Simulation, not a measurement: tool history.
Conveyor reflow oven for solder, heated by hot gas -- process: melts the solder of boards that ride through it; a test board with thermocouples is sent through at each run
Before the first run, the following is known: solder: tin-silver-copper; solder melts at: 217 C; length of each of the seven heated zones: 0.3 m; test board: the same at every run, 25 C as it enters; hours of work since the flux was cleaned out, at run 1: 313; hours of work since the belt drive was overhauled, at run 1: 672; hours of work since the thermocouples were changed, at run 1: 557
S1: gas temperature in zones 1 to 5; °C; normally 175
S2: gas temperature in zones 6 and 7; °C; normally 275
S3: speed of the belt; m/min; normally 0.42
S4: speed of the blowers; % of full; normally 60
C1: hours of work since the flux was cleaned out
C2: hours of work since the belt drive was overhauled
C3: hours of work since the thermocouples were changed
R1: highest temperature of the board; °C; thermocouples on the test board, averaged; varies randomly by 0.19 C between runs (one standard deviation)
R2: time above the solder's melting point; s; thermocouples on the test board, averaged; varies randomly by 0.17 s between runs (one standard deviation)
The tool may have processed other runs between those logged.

run   hour   S1   S2     S3  S4   C1   C2    C3     R1    R2
  1      0  175  275   0.42  60  313  672   557    256  67.2
  2   14.9  175  275   0.42  60  322  681   566  255.5    67
  3   48.5  175  275   0.42  60  344  702   588  255.8  66.7
  4   71.6  175  274   0.42  60  358  717   602  254.8  65.9
  5  104.4  175  274   0.42  60  379  737   623  254.6  65.7
     121.9  -- flux residue cleaned out of gas plates and filters
  6  135.2  175  275   0.42  62    8  754   639    259  69.9
  7  154.4  175  275   0.42  62   21  766   651    259  69.6
  8  181.9  175  275   0.42  62   38  783   669  258.7  69.7
  9  211.1  175  276   0.42  62   56  802   687  259.5  70.4
 10  238.8  175  276   0.42  62   74  819   705  259.6  70.4
 11  258.1  168  275   0.42  60   86  831   717  256.6  65.4
 12  287.4  167  275   0.42  60  105  850   735  256.8  64.7
     293.2  -- belt drive overhauled, speed set with a stopwatch
 13  310.6  175  275  0.348  60  117   11   748  264.2  89.8
 14  337.9  175  275  0.348  60  134   28   765  264.1  89.3
 15  373.6  175  275  0.348  60  156   51   787  264.1  89.5
 16  407.5  169  264  0.355  68  178   72   809    254  78.1
     435.1  -- belt drive overhauled, speed set with a stopwatch, once more
 17  438.2  169  264  0.355  68  195    2   826  253.5  76.5
 18  455.9  170  275   0.42  59  206   13   837  255.9  64.7
 19  484.2  176  280   0.42  60  224   31   855  261.8  70.9
 20  518.3  175  275  0.492  60  245   53   876  250.5  51.6
 21  546.6  175  272  0.458  60  263   70   894  251.4  56.5
 22  571.5  175  267  0.496  60  279   86   910  243.4  44.9
 23  603.4  164  273  0.366  87  299  106   930  263.2  80.1
 24  631.6  164  273  0.366  87  317  124   948  263.4  79.6
 25  651.6  162  275   0.42  60  330  137   960    254  59.6
 26  668.6  173  275  0.487  60  340  148   971  249.6    51
 27  697.1  173  270  0.487  64  358  166   989  246.8  48.6
 28  712.4  173  270  0.487  64  368  175   999    247  48.5
 29  729.5  188  275  0.433  58  379  186  1010  257.6  71.2
     746.4  -- flux residue cleaned out of gas plates and filters
 30  751.1  178  268  0.467  57    3  197  1020  249.1  54.9

Results per run with the tool's hidden condition removed, run-to-run variation unchanged:
The hidden state here: heat that the gas passes to the board, % of a clean oven's; belt's true speed, % of the reading; true gas temperature in zones 6 and 7 over the reading, C; drift of the gauge itself on peak_c, C; drift of the gauge itself on liquid_s, %.
run     R1    R2
  1  257.4  68.2
  2  256.9  68.1
  3  257.3  67.9
  4  256.4  67.2
  5  256.3  67.1
  6  257.9  68.5
  7  257.9  68.3
  8  257.7  68.4
  9  258.6  69.2
 10  258.8  69.2
 11  255.8  64.3
 12  256.1  63.7
 13  263.2  88.2
 14  263.2  87.8
 15  263.3    88
 16  253.4    77
 17  253.2  76.8
 18  256.1  65.2
 19    262  71.4
 20  251.3  52.7
 21  252.1  57.5
 22  244.4  46.4
 23  263.6    81
 24    264  80.6
 25    255    61
 26    251  52.7
 27  248.3  50.6
 28  248.5  50.6
 29  258.4  72.2
 30  247.4  53.4

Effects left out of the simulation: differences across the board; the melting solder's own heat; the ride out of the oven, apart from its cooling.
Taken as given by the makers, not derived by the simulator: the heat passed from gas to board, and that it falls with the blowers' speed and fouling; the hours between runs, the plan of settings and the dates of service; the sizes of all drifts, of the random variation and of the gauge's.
